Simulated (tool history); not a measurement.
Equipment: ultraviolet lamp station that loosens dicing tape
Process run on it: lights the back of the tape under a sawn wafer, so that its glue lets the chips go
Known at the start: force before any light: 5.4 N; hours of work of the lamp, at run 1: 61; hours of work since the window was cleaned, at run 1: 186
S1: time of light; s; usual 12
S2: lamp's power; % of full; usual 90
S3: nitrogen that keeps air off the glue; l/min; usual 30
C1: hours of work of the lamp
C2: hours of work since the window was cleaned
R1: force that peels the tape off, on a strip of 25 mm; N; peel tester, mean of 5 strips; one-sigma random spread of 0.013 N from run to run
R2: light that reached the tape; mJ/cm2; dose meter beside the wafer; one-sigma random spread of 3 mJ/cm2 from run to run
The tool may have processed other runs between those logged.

Run 1, hour 0: usual settings; C1 61; C2 186. Result: R1 0.7 N, R2 397 mJ/cm2.
Run 2, hour 24.2: usual settings; C1 71; C2 197. Result: R1 0.709 N, R2 395 mJ/cm2.
Run 3, hour 54.4: usual settings; C1 85; C2 210. Result: R1 0.694 N, R2 387 mJ/cm2.
Run 4, hour 69.7: usual settings; C1 92; C2 217. Result: R1 0.704 N, R2 391 mJ/cm2.
Run 5, hour 99.7: usual settings; C1 105; C2 230. Result: R1 0.715 N, R2 388 mJ/cm2.
Run 6, hour 113.8: usual settings; C1 112; C2 237. Result: R1 0.721 N, R2 385 mJ/cm2.
Run 7, hour 142.5: usual settings but S1 7 s, S3 41 l/min; C1 124; C2 250. Result: R1 1.424 N, R2 221 mJ/cm2.
Run 8, hour 172.8: usual settings but S1 16 s, S2 78 % of full; C1 138; C2 263. Result: R1 0.597 N, R2 432 mJ/cm2.
Run 9, hour 190.9: usual settings but S3 34 l/min; C1 146; C2 271. Result: R1 0.732 N, R2 377 mJ/cm2.
Run 10, hour 215.6: usual settings but S1 10 s, S3 9 l/min; C1 157; C2 282. Result: R1 1.591 N, R2 306 mJ/cm2.
Run 11, hour 230.2: usual settings but S1 18 s, S3 39 l/min; C1 164; C2 289. Result: R1 0.375 N, R2 557 mJ/cm2.
Run 12, hour 257.8: usual settings but S1 11 s, S2 80 % of full, S3 24 l/min; C1 176; C2 301. Result: R1 1.161 N, R2 293 mJ/cm2.

Branching from run 12: 5 alternative next runs. What would each branch give?
Run A, hour 276.9: usual settings but S1 14 s, S3 33 l/min; C1 185; C2 310. Result: R1 ?, R2 ?.
Run B, hour 276.9: usual settings but S1 14 s, S2 93 % of full, S3 35 l/min; C1 185; C2 310. Result: R1 ?, R2 ?.
Run C, hour 276.9: usual settings but S2 65 % of full, S3 24 l/min; C1 185; C2 310. Result: R1 ?, R2 ?.
Run D, hour 276.9: usual settings but S1 9 s; C1 185; C2 310. Result: R1 ?, R2 ?.
Run E, hour 276.9: usual settings but S1 15 s, S2 66 % of full, S3 24 l/min; C1 185; C2 310. Result: R1 ?, R2 ?.

run     R1   R2
  A  0.588  418
  B  0.547  441
  C   1.41  257
  D  1.195  271
  E   0.98  334
Stripped of hidden state, with their random variation kept, the same runs would have yielded:
run     R1   R2
  A  0.444  503
  B  0.414  529
  C  1.104  310
  D  0.922  326
  E  0.741  401

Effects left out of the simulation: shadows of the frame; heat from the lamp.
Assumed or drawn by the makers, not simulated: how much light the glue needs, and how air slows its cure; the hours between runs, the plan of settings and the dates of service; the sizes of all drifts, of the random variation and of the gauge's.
